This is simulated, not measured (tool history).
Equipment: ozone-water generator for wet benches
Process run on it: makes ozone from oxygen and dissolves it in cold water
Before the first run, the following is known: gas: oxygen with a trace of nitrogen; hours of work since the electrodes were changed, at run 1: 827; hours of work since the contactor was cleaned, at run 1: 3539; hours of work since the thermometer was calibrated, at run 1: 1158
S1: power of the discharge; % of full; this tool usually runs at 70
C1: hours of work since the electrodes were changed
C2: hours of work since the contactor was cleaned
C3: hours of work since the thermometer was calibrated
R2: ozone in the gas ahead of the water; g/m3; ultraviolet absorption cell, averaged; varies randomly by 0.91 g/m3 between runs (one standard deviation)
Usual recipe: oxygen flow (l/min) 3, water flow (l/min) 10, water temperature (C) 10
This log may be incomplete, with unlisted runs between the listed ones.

run 1 hour=0 | S1=70 oxygen_flow_(l/min)=3 water_flow_(l/min)=10 water_temperature_(C)=10 | C1=827 C2=3539 C3=1158 | dissolved_ozone_(ppm)=22.6 R2=153.7
run 2 hour=30.6 | S1=45 oxygen_flow_(l/min)=3 water_flow_(l/min)=10 water_temperature_(C)=10 | C1=849 C2=3562 C3=1180 | dissolved_ozone_(ppm)=17.3 R2=116
run 3 hour=58.6 | S1=45 oxygen_flow_(l/min)=3 water_flow_(l/min)=10 water_temperature_(C)=10 | C1=870 C2=3582 C3=1201 | dissolved_ozone_(ppm)=17.3 R2=116.6
run 4 hour=76.5 | S1=45 oxygen_flow_(l/min)=3 water_flow_(l/min)=10 water_temperature_(C)=10 | C1=883 C2=3596 C3=1214 | dissolved_ozone_(ppm)=17.3 R2=116.4
run 5 hour=106.1 | S1=45 oxygen_flow_(l/min)=3 water_flow_(l/min)=10 water_temperature_(C)=10 | C1=905 C2=3617 C3=1236 | dissolved_ozone_(ppm)=17.4 R2=117.4
run 6 hour=136.3 | S1=70 oxygen_flow_(l/min)=3 water_flow_(l/min)=10 water_temperature_(C)=10 | C1=927 C2=3639 C3=1258 | dissolved_ozone_(ppm)=22.5 R2=153.9
run 7 hour=163.7 | S1=70 oxygen_flow_(l/min)=1.69 water_flow_(l/min)=10 water_temperature_(C)=10 | C1=947 C2=3659 C3=1278 | dissolved_ozone_(ppm)=18.5 R2=184.3
run 8 hour=193.2 | S1=54 oxygen_flow_(l/min)=3 water_flow_(l/min)=10 water_temperature_(C)=10 | C1=968 C2=3681 C3=1300 | dissolved_ozone_(ppm)=19.1 R2=131.8
run 9 hour=222 | S1=70 oxygen_flow_(l/min)=3 water_flow_(l/min)=12 water_temperature_(C)=10 | C1=990 C2=3702 C3=1321 | dissolved_ozone_(ppm)=19.4 R2=152.4
run 10 hour=243.4 | S1=70 oxygen_flow_(l/min)=3 water_flow_(l/min)=10 water_temperature_(C)=10 | C1=1005 C2=3718 C3=1337 | dissolved_ozone_(ppm)=22.6 R2=154.5
run 11 hour=263.5 | S1=70 oxygen_flow_(l/min)=3 water_flow_(l/min)=10 water_temperature_(C)=10 | C1=1020 C2=3733 C3=1351 | dissolved_ozone_(ppm)=22.5 R2=154.8
run 12 hour=281 | S1=70 oxygen_flow_(l/min)=3 water_flow_(l/min)=10 water_temperature_(C)=10 | C1=1033 C2=3746 C3=1364 | dissolved_ozone_(ppm)=22.8 R2=154.5
run 13 hour=299 | S1=70 oxygen_flow_(l/min)=3 water_flow_(l/min)=10 water_temperature_(C)=10 | C1=1046 C2=3759 C3=1377 | dissolved_ozone_(ppm)=22.7 R2=154.2
run 14 hour=311.5 | S1=70 oxygen_flow_(l/min)=3 water_flow_(l/min)=10 water_temperature_(C)=10 | C1=1055 C2=3768 C3=1386 | dissolved_ozone_(ppm)=22.3 R2=155.7
run 15 hour=338.7 | S1=70 oxygen_flow_(l/min)=3 water_flow_(l/min)=10 water_temperature_(C)=10 | C1=1075 C2=3788 C3=1406 | dissolved_ozone_(ppm)=22.6 R2=155.6
run 16 hour=352.9 | S1=51 oxygen_flow_(l/min)=3 water_flow_(l/min)=10 water_temperature_(C)=10 | C1=1086 C2=3798 C3=1417 | dissolved_ozone_(ppm)=18.8 R2=127.6
run 17 hour=380 | S1=51 oxygen_flow_(l/min)=3 water_flow_(l/min)=10 water_temperature_(C)=10 | C1=1105 C2=3818 C3=1437 | dissolved_ozone_(ppm)=18.7 R2=128.1
run 18 hour=407.7 | S1=70 oxygen_flow_(l/min)=2.21 water_flow_(l/min)=15 water_temperature_(C)=10 | C1=1126 C2=3838 C3=1457 | dissolved_ozone_(ppm)=13.8 R2=170
run 19 hour=434 | S1=70 oxygen_flow_(l/min)=2.21 water_flow_(l/min)=15 water_temperature_(C)=10 | C1=1145 C2=3858 C3=1476 | dissolved_ozone_(ppm)=13.8 R2=170.5
run 20 hour=448.1 | S1=70 oxygen_flow_(l/min)=1.82 water_flow_(l/min)=10 water_temperature_(C)=16 | C1=1155 C2=3868 C3=1487 | dissolved_ozone_(ppm)=17.8 R2=183.1
run 21 hour=472.6 | S1=41 oxygen_flow_(l/min)=1.51 water_flow_(l/min)=15 water_temperature_(C)=6 | C1=1173 C2=3886 C3=1505 | dissolved_ozone_(ppm)=8.6 R2=140.4
run 22 hour=492.7 | S1=58 oxygen_flow_(l/min)=1.51 water_flow_(l/min)=15 water_temperature_(C)=6 | C1=1188 C2=3901 C3=1519 | dissolved_ozone_(ppm)=10.6 R2=171.8
run 23 hour=518.6 | S1=45 oxygen_flow_(l/min)=2.6 water_flow_(l/min)=9 water_temperature_(C)=15 | C1=1207 C2=3920 C3=1538 | dissolved_ozone_(ppm)=16.9 R2=125.3
run 24 hour=532.2 | S1=45 oxygen_flow_(l/min)=4.8 water_flow_(l/min)=9 water_temperature_(C)=6 | C1=1217 C2=3930 C3=1548 | dissolved_ozone_(ppm)=21.9 R2=103.7
run 25 hour=554.2 | S1=45 oxygen_flow_(l/min)=4.8 water_flow_(l/min)=9 water_temperature_(C)=6 | C1=1233 C2=3946 C3=1564 | dissolved_ozone_(ppm)=22 R2=103.3
run 26 hour=579.1 | S1=66 oxygen_flow_(l/min)=2.39 water_flow_(l/min)=8 water_temperature_(C)=10 | C1=1251 C2=3964 C3=1583 | dissolved_ozone_(ppm)=24.8 R2=161.4
run 27 hour=606.6 | S1=66 oxygen_flow_(l/min)=2.39 water_flow_(l/min)=8 water_temperature_(C)=10 | C1=1272 C2=3984 C3=1603 | dissolved_ozone_(ppm)=24.1 R2=162
run 28 hour=619.5 | S1=66 oxygen_flow_(l/min)=2.39 water_flow_(l/min)=8 water_temperature_(C)=10 | C1=1281 C2=3994 C3=1612 | dissolved_ozone_(ppm)=24.3 R2=164.8
-- hour=625.4 gauge calibrated
run 29 hour=647.9 | S1=55 oxygen_flow_(l/min)=2.39 water_flow_(l/min)=8 water_temperature_(C)=10 | C1=1302 C2=4015 C3=1633 | dissolved_ozone_(ppm)=22.1 R2=142.1
run 30 hour=663.9 | S1=55 oxygen_flow_(l/min)=2.39 water_flow_(l/min)=8 water_temperature_(C)=10 | C1=1314 C2=4026 C3=1645 | dissolved_ozone_(ppm)=21.9 R2=142
run 31 hour=688.9 | S1=55 oxygen_flow_(l/min)=2.39 water_flow_(l/min)=8 water_temperature_(C)=18 | C1=1332 C2=4045 C3=1663 | dissolved_ozone_(ppm)=19.6 R2=141
run 32 hour=702.6 | S1=98 oxygen_flow_(l/min)=3 water_flow_(l/min)=6 water_temperature_(C)=10 | C1=1342 C2=4055 C3=1673 | dissolved_ozone_(ppm)=39.6 R2=187.1
run 33 hour=728 | S1=98 oxygen_flow_(l/min)=3 water_flow_(l/min)=6 water_temperature_(C)=10 | C1=1361 C2=4073 C3=1692 | dissolved_ozone_(ppm)=39.5 R2=187.5
run 34 hour=756 | S1=44 oxygen_flow_(l/min)=3 water_flow_(l/min)=10 water_temperature_(C)=11 | C1=1381 C2=4094 C3=1712 | dissolved_ozone_(ppm)=16.8 R2=115

What differs in the tool's unlogged condition from the final listed run ahead of each entry between runs to the first listed run following it?
After run 28, before run 29: gauge calibrated (hour 625.4)
  drift of the gauge itself on gas_g_m3, %: 2.98 -> 0.11
  measured less the result without the state, R2: +4.7 -> +0.1 g/m3
